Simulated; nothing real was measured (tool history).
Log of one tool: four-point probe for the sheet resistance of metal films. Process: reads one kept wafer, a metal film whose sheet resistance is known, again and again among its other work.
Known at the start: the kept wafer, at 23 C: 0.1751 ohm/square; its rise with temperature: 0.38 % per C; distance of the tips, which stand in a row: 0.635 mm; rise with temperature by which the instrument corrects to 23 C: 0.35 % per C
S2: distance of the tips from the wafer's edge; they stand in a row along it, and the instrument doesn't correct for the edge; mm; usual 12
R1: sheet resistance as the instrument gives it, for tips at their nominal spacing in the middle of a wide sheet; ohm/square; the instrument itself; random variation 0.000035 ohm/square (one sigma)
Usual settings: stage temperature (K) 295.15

run 1 hour=0 | stage_temperature_(K)=295.15 S2=12 | R1=0.175305
run 2 hour=65.7 | stage_temperature_(K)=295.15 S2=12 | R1=0.175273
run 3 hour=165.4 | stage_temperature_(K)=302.15 S2=12 | R1=0.175531
run 4 hour=216.4 | stage_temperature_(K)=295.15 S2=12 | R1=0.175349
run 5 hour=318 | stage_temperature_(K)=295.15 S2=12 | R1=0.175269
run 6 hour=389.1 | stage_temperature_(K)=295.15 S2=12 | R1=0.175281
run 7 hour=435.6 | stage_temperature_(K)=295.15 S2=12 | R1=0.175325
run 8 hour=521.1 | stage_temperature_(K)=308.15 S2=12 | R1=0.175833
run 9 hour=595.3 | stage_temperature_(K)=308.15 S2=12 | R1=0.175815
run 10 hour=671.5 | stage_temperature_(K)=308.15 S2=19 | R1=0.175724
run 11 hour=720.4 | stage_temperature_(K)=293.15 S2=12 | R1=0.175231
run 12 hour=804.6 | stage_temperature_(K)=293.15 S2=12 | R1=0.175212
run 13 hour=886.7 | stage_temperature_(K)=293.15 S2=12 | R1=0.175183
run 14 hour=945.7 | stage_temperature_(K)=293.15 S2=12 | R1=0.175159
run 15 hour=1017.2 | stage_temperature_(K)=293.15 S2=12 | R1=0.175241
run 16 hour=1102.9 | stage_temperature_(K)=293.15 S2=12 | R1=0.175215
run 17 hour=1147.1 | stage_temperature_(K)=295.15 S2=12 | R1=0.175289
run 18 hour=1249.9 | stage_temperature_(K)=295.15 S2=12 | R1=0.175271
run 19 hour=1343 | stage_temperature_(K)=295.15 S2=12 | R1=0.175306
run 20 hour=1420.7 | stage_temperature_(K)=304.15 S2=20 | R1=0.175529
run 21 hour=1475.5 | stage_temperature_(K)=306.15 S2=36 | R1=0.175533
run 22 hour=1527.7 | stage_temperature_(K)=306.15 S2=36 | R1=0.17551
run 23 hour=1613.3 | stage_temperature_(K)=306.15 S2=10 | R1=0.175846
run 24 hour=1708.9 | stage_temperature_(K)=293.15 S2=13 | R1=0.175161
run 25 hour=1809.9 | stage_temperature_(K)=293.15 S2=4 | R1=0.177393
run 26 hour=1895.5 | stage_temperature_(K)=292.15 S2=12 | R1=0.17522
run 27 hour=1955.3 | stage_temperature_(K)=292.15 S2=12 | R1=0.175177
run 28 hour=2053.3 | stage_temperature_(K)=300.15 S2=14 | R1=0.175439
run 29 hour=2156.6 | stage_temperature_(K)=299.15 S2=6 | R1=0.176238
run 30 hour=2248.2 | stage_temperature_(K)=295.15 S2=19 | R1=0.175108
run 31 hour=2308.7 | stage_temperature_(K)=306.15 S2=74 | R1=0.175426
run 32 hour=2399.9 | stage_temperature_(K)=303.15 S2=49 | R1=0.175367
run 33 hour=2443.1 | stage_temperature_(K)=294.15 S2=62 | R1=0.175094
run 34 hour=2507.8 | stage_temperature_(K)=295.15 S2=4 | R1=0.177363
run 35 hour=2596.4 | stage_temperature_(K)=295.15 S2=4 | R1=0.177387
run 36 hour=2668.5 | stage_temperature_(K)=292.15 S2=20 | R1=0.174997
run 37 hour=2760.1 | stage_temperature_(K)=300.15 S2=25 | R1=0.175281
run 38 hour=2817.7 | stage_temperature_(K)=305.15 S2=26 | R1=0.175544

Not shown: 3 entries that the log had between the listed runs. Between which runs, and how does the tool's hidden state differ before and after?
Between runs 11 and 12: stage's thermometer calibrated (hour 781.6)
  no hidden state differs between the two runs
Between runs 31 and 32: new probe head fitted (hour 2373.3)
  inner tips' distance over the nominal, %: -0.015 -> -0.001; tips' flats over new ones', %: 1 -> 0
Between runs 37 and 38: stage's thermometer calibrated (hour 2817.7)
  no hidden state differs between the two runs
